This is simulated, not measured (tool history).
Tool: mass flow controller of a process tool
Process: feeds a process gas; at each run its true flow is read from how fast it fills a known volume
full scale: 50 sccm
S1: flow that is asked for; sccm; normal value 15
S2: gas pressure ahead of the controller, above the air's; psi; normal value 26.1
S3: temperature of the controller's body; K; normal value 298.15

Run 1, hour 0: usual settings. Result: true flow (%) 98.27.
Run 2, hour 64.1: usual settings. Result: true flow (%) 98.13.
Run 3, hour 101: usual settings. Result: true flow (%) 98.23.
Run 4, hour 139.5: usual settings but S2 32.2 psi. Result: true flow (%) 98.01.
Run 5, hour 196.1: usual settings but S2 32.2 psi. Result: true flow (%) 97.98.
Run 6, hour 233.8: usual settings but S1 9 sccm. Result: true flow (%) 97.4.
Run 7, hour 270.6: usual settings but S1 9 sccm. Result: true flow (%) 97.43.
Run 8, hour 315.5: usual settings but S1 9 sccm. Result: true flow (%) 97.27.
Run 9, hour 385: usual settings but S1 8 sccm. Result: true flow (%) 97.16.
Run 10, hour 443.1: usual settings but S1 8 sccm. Result: true flow (%) 97.25.
Run 11, hour 499.5: usual settings but S1 8 sccm. Result: true flow (%) 97.17.
Run 12, hour 560.7: usual settings but S1 8 sccm. Result: true flow (%) 97.24.
Run 13, hour 629.4: usual settings but S1 8 sccm. Result: true flow (%) 97.24.
Run 14, hour 692.5: usual settings but S1 8 sccm. Result: true flow (%) 97.13.
Run 15, hour 751: usual settings but S1 50 sccm, S2 30 psi. Result: true flow (%) 100.56.
Run 16, hour 801: usual settings but S1 7 sccm, S2 23.2 psi, S3 296.15 K. Result: true flow (%) 97.02.
Run 17, hour 832.9: usual settings but S1 13 sccm, S2 21.6 psi, S3 299.15 K. Result: true flow (%) 98.16.
Run 18, hour 901.3: usual settings but S1 27 sccm. Result: true flow (%) 99.2.
Run 19, hour 952.9: usual settings but S1 16 sccm, S2 25.5 psi, S3 296.15 K. Result: true flow (%) 98.18.
Run 20, hour 991.1: usual settings but S1 8 sccm, S2 34.1 psi, S3 296.15 K. Result: true flow (%) 96.8.
Run 21, hour 1058: usual settings but S1 8 sccm, S2 34.1 psi, S3 296.15 K. Result: true flow (%) 96.74.
Run 22, hour 1106.1: usual settings but S2 29.9 psi. Result: true flow (%) 97.99.
Run 23, hour 1138.7: usual settings but S1 18 sccm, S2 29.9 psi, S3 294.15 K. Result: true flow (%) 98.17.
Run 24, hour 1187: usual settings but S1 18 sccm, S2 29.9 psi, S3 294.15 K. Result: true flow (%) 98.17.
Run 25, hour 1244.7: usual settings but S1 12 sccm, S2 29.9 psi, S3 294.15 K. Result: true flow (%) 97.52.
Run 26, hour 1316.5: usual settings but S1 12 sccm, S2 29.9 psi, S3 294.15 K. Result: true flow (%) 97.59.

Each row is a separate what-if for the run after 26, all from the same tool condition, not one after another. Results?
Run A, hour 1372: usual settings but S1 12 sccm, S2 21 psi, S3 307.15 K. Result: true flow (%) ?.
Run B, hour 1372: usual settings but S1 29 sccm, S2 35.2 psi, S3 301.15 K. Result: true flow (%) ?.
Run C, hour 1372: usual settings but S2 22 psi. Result: true flow (%) ?.
Run D, hour 1372: usual settings but S1 27 sccm, S2 25.2 psi, S3 294.15 K. Result: true flow (%) ?.
Run E, hour 1372: usual settings but S2 23.9 psi, S3 311.15 K. Result: true flow (%) ?.

run  true flow (%)
  A          98.34
  B          98.98
  C          98.39
  D          99.11
  E           98.7
Stripped of hidden state, with their random variation kept, the same runs would have yielded:
run  true flow (%)
  A          98.42
  B          98.52
  C          98.29
  D          98.68
  E           98.6
